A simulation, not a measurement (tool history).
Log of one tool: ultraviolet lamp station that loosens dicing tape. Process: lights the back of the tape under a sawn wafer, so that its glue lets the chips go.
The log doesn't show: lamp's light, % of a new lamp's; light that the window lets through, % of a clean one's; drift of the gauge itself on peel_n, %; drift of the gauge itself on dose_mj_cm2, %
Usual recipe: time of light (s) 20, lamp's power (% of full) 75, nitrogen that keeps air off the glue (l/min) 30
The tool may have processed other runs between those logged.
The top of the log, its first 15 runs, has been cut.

run	day	time of light (s)	lamp's power (% of full)	nitrogen that keeps air off the glue (l/min)	hours of work of the lamp	hours of work since the window was cleaned	force that peels the tape off (N)	light that reached the tape (mJ/cm2)
16	29.258	20	75	30	1201	228	1.304	349
# day 31.092: window cleaned of glue's vapour
17	31.946	36	86	12	1234	11	0.607	827
18	33.425	19	66	40	1252	29	1.225	321
19	34.967	10	66	15	1272	48	3.064	166
20	36.971	40	98	20	1297	73	0.278	981
21	39.121	40	98	20	1323	100	0.307	952
22	40.512	11	71	35	1341	117	2.262	183
23	42.358	13	87	37	1364	140	1.575	260
24	44.571	38	78	30	1391	168	0.441	669
25	45.862	38	78	30	1407	184	0.436	658
26	48.192	38	78	30	1437	213	0.476	628
27	50.696	14	78	30	1468	244	2.049	227
# day 51.033: window cleaned of glue's vapour
28	52.754	20	92	10	1493	21	1.549	451
29	54.971	20	92	10	1521	49	1.619	435
30	56.108	16	75	30	1535	63	1.644	284
31	57.650	16	75	30	1554	82	1.650	281

Here are 3 independent what-if runs from the current tool condition. What would each one return?
A	60.129	16	81	39	1585	113	?	?
B	60.129	20	94	30	1585	113	?	?
C	60.129	22	75	32	1585	113	?	?

run	force that peels the tape off (N)	light that reached the tape (mJ/cm2)
A	1.391	292
B	0.938	425
C	1.187	374
With the hidden condition removed and each run's random variation left untouched, the same runs would have given:
run	force that peels the tape off (N)	light that reached the tape (mJ/cm2)
A	0.706	465
B	0.414	675
C	0.554	593
